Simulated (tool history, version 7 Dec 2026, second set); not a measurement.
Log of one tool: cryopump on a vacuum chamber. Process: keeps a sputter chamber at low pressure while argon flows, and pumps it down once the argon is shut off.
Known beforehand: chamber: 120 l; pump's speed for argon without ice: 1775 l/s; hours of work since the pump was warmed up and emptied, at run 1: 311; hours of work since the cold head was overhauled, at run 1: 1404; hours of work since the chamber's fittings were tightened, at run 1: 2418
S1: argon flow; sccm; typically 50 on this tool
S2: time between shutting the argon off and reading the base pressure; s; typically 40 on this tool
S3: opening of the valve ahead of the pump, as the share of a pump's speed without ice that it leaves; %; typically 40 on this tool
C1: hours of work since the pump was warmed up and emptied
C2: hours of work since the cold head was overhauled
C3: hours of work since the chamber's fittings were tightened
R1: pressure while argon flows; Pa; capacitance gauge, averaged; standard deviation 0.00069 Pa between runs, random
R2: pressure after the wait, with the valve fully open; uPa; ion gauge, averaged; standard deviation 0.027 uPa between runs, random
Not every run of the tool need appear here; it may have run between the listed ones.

run,day,S1,S2,S3,C1,C2,C3,R1,R2
1,0.000,50,40,40,311,1404,2418,0.1341,1.92
# day 0.492: pump warmed up, emptied and cooled again
2,4.167,50,40,28,55,1463,2476,0.1728,1.81
3,6.917,50,40,28,95,1503,2517,0.1750,1.91
4,10.854,27,40,40,154,1562,2576,0.0680,1.93
5,15.125,27,40,40,217,1625,2639,0.0687,1.97
6,18.658,28,40,40,270,1678,2691,0.0734,2.05
# day 22.250: pump warmed up, emptied and cooled again
7,23.746,28,40,40,22,1750,2764,0.0673,1.86
8,28.875,40,40,40,98,1826,2840,0.0999,1.88
9,31.788,40,40,40,142,1869,2883,0.1006,2.02
10,36.662,50,40,43,214,1942,2955,0.1220,2.05
11,38.792,50,40,43,245,1973,2987,0.1225,2.07
# day 40.079: leaking fittings of the chamber tightened, without venting
12,42.196,50,40,43,295,2023,31,0.1269,1.30
# day 44.212: pump warmed up, emptied and cooled again
13,46.504,50,40,43,34,2083,92,0.1131,1.32
14,49.121,50,40,43,73,2122,131,0.1144,1.29
15,53.000,100,257,19,130,2180,189,0.5113,0.42
16,57.658,99,27,25,200,2249,258,0.3957,1.88
17,59.854,30,40,18,232,2281,290,0.1658,1.35
18,64.862,50,47,59,306,2356,365,0.0966,1.20
# day 65.696: pump warmed up, emptied and cooled again
19,69.183,50,40,25,52,2417,426,0.1934,1.36
20,74.088,45,40,44,125,2490,498,0.1039,1.36
21,76.704,50,31,40,163,2528,537,0.1273,1.68
22,80.304,50,40,36,217,2582,591,0.1413,1.45
23,85.188,62,173,23,289,2654,663,0.2746,0.63
# day 87.375: pump warmed up, emptied and cooled again
24,90.575,62,173,23,47,2731,740,0.2610,0.56
25,95.662,98,81,40,123,2807,815,0.2459,0.90
26,98.321,50,138,50,162,2846,855,0.1029,0.73
27,103.562,76,42,45,240,2924,933,0.1797,1.50

Hidden state or all else? Some run-to-run changes of R1, split into what the settings, what came in and random variation would give without the hidden state, and what is left for the hidden state (with any gauge scatter that isn't in both results):
What the log doesn't record here: pump's speed, % of a pump's without ice; cold plate's temperature, K; leak into the chamber, uPa l/s; drift of the gauge itself on working_pa, %; drift of the gauge itself on base_upa, %.
Run 1 -> 2: S3 40 -> 28, pump warmed up, emptied and cooled again. R1 +0.0387 Pa: hidden state -0.0129, all else +0.0516.
Run 14 -> 15: S1 50 -> 100, S2 40 -> 257, S3 43 -> 19. R1 +0.3969 Pa: hidden state +0.0090, all else +0.3879.
Run 16 -> 17: S1 99 -> 30, S2 27 -> 40, S3 25 -> 18. R1 -0.2299 Pa: hidden state -0.0126, all else -0.2173.
Run 23 -> 24: pump warmed up, emptied and cooled again. R1 -0.0136 Pa: hidden state -0.0136, all else +0.0000.
